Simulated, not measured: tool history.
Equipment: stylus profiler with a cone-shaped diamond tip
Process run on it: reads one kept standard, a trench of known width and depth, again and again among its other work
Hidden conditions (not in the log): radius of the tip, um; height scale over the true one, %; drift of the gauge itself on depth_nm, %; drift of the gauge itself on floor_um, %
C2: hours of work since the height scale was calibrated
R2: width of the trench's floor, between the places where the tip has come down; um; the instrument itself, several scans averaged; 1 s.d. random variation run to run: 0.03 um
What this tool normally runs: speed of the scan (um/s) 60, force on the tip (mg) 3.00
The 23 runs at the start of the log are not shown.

run 24 hour=335.0 | speed_of_the_scan_(um/s)=185 force_on_the_tip_(mg)=3.29 | scans_with_this_tip=5592 C2=410 | depth_of_the_trench_(Å)=2046.9 R2=97.06
run 25 hour=352.6 | speed_of_the_scan_(um/s)=46 force_on_the_tip_(mg)=8.38 | scans_with_this_tip=5691 C2=417 | depth_of_the_trench_(Å)=2082.0 R2=97.76
run 26 hour=371.8 | speed_of_the_scan_(um/s)=46 force_on_the_tip_(mg)=8.38 | scans_with_this_tip=5799 C2=425 | depth_of_the_trench_(Å)=2082.2 R2=97.80
run 27 hour=391.6 | speed_of_the_scan_(um/s)=46 force_on_the_tip_(mg)=8.38 | scans_with_this_tip=5911 C2=433 | depth_of_the_trench_(Å)=2081.3 R2=97.77
run 28 hour=402.6 | speed_of_the_scan_(um/s)=62 force_on_the_tip_(mg)=3.24 | scans_with_this_tip=5973 C2=437 | depth_of_the_trench_(Å)=2045.4 R2=97.58
run 29 hour=411.2 | speed_of_the_scan_(um/s)=62 force_on_the_tip_(mg)=2.66 | scans_with_this_tip=6022 C2=441 | depth_of_the_trench_(Å)=2040.9 R2=97.61
run 30 hour=424.4 | speed_of_the_scan_(um/s)=194 force_on_the_tip_(mg)=1.23 | scans_with_this_tip=6096 C2=446 | depth_of_the_trench_(Å)=2025.3 R2=96.28
-- hour=426.5 height scale calibrated on a step standard
run 31 hour=442.0 | speed_of_the_scan_(um/s)=27 force_on_the_tip_(mg)=1.88 | scans_with_this_tip=6193 C2=6 | depth_of_the_trench_(Å)=2033.6 R2=97.69
run 32 hour=459.7 | speed_of_the_scan_(um/s)=24 force_on_the_tip_(mg)=3.75 | scans_with_this_tip=6293 C2=14 | depth_of_the_trench_(Å)=2050.6 R2=97.76
run 33 hour=469.8 | speed_of_the_scan_(um/s)=24 force_on_the_tip_(mg)=3.75 | scans_with_this_tip=6350 C2=18 | depth_of_the_trench_(Å)=2050.2 R2=97.75
run 34 hour=484.8 | speed_of_the_scan_(um/s)=17 force_on_the_tip_(mg)=7.13 | scans_with_this_tip=6435 C2=24 | depth_of_the_trench_(Å)=2075.6 R2=97.79
run 35 hour=494.6 | speed_of_the_scan_(um/s)=54 force_on_the_tip_(mg)=3.44 | scans_with_this_tip=6490 C2=28 | depth_of_the_trench_(Å)=2047.7 R2=97.57
run 36 hour=506.9 | speed_of_the_scan_(um/s)=54 force_on_the_tip_(mg)=3.44 | scans_with_this_tip=6559 C2=33 | depth_of_the_trench_(Å)=2048.6 R2=97.57
run 37 hour=526.0 | speed_of_the_scan_(um/s)=137 force_on_the_tip_(mg)=3.00 | scans_with_this_tip=6667 C2=41 | depth_of_the_trench_(Å)=2043.7 R2=97.21
-- hour=535.5 height scale calibrated on a step standard, once more
run 38 hour=539.1 | speed_of_the_scan_(um/s)=20 force_on_the_tip_(mg)=3.29 | scans_with_this_tip=6738 C2=1 | depth_of_the_trench_(Å)=2038.9 R2=97.75
run 39 hour=549.1 | speed_of_the_scan_(um/s)=138 force_on_the_tip_(mg)=2.75 | scans_with_this_tip=6795 C2=6 | depth_of_the_trench_(Å)=2036.2 R2=97.14
run 40 hour=562.6 | speed_of_the_scan_(um/s)=138 force_on_the_tip_(mg)=2.75 | scans_with_this_tip=6871 C2=11 | depth_of_the_trench_(Å)=2034.9 R2=97.14
run 41 hour=572.7 | speed_of_the_scan_(um/s)=138 force_on_the_tip_(mg)=2.75 | scans_with_this_tip=6928 C2=15 | depth_of_the_trench_(Å)=2036.3 R2=97.16
run 42 hour=585.6 | speed_of_the_scan_(um/s)=18 force_on_the_tip_(mg)=2.10 | scans_with_this_tip=7001 C2=21 | depth_of_the_trench_(Å)=2030.6 R2=97.73
run 43 hour=602.0 | speed_of_the_scan_(um/s)=22 force_on_the_tip_(mg)=3.93 | scans_with_this_tip=7093 C2=27 | depth_of_the_trench_(Å)=2045.7 R2=97.76
run 44 hour=619.7 | speed_of_the_scan_(um/s)=22 force_on_the_tip_(mg)=3.93 | scans_with_this_tip=7194 C2=35 | depth_of_the_trench_(Å)=2046.3 R2=97.80
run 45 hour=634.5 | speed_of_the_scan_(um/s)=234 force_on_the_tip_(mg)=3.00 | scans_with_this_tip=7277 C2=41 | depth_of_the_trench_(Å)=2039.4 R2=96.72

Alternative continuations, all from the tool just after run 45; predict every row:
run A hour=654.8 | speed_of_the_scan_(um/s)=60 force_on_the_tip_(mg)=3.34 | scans_with_this_tip=7392 C2=49 | depth_of_the_trench_(Å)=? R2=?
run B hour=654.8 | speed_of_the_scan_(um/s)=47 force_on_the_tip_(mg)=3.00 | scans_with_this_tip=7392 C2=49 | depth_of_the_trench_(Å)=? R2=?
run C hour=654.8 | speed_of_the_scan_(um/s)=105 force_on_the_tip_(mg)=3.00 | scans_with_this_tip=7392 C2=49 | depth_of_the_trench_(Å)=? R2=?
run D hour=654.8 | speed_of_the_scan_(um/s)=155 force_on_the_tip_(mg)=3.00 | scans_with_this_tip=7392 C2=49 | depth_of_the_trench_(Å)=? R2=?
run E hour=654.8 | speed_of_the_scan_(um/s)=172 force_on_the_tip_(mg)=3.00 | scans_with_this_tip=7392 C2=49 | depth_of_the_trench_(Å)=? R2=?

run=A depth_of_the_trench_(Å)=2042.6 R2=97.55
run=B depth_of_the_trench_(Å)=2038.6 R2=97.63
run=C depth_of_the_trench_(Å)=2038.6 R2=97.33
run=D depth_of_the_trench_(Å)=2039.4 R2=97.07
run=E depth_of_the_trench_(Å)=2038.6 R2=96.95
Stripped of hidden state, with their random variation kept, the same runs would have yielded:
run=A depth_of_the_trench_(Å)=2043.2 R2=97.98
run=B depth_of_the_trench_(Å)=2039.2 R2=98.06
run=C depth_of_the_trench_(Å)=2039.2 R2=97.76
run=D depth_of_the_trench_(Å)=2040.0 R2=97.50
run=E depth_of_the_trench_(Å)=2039.1 R2=97.38
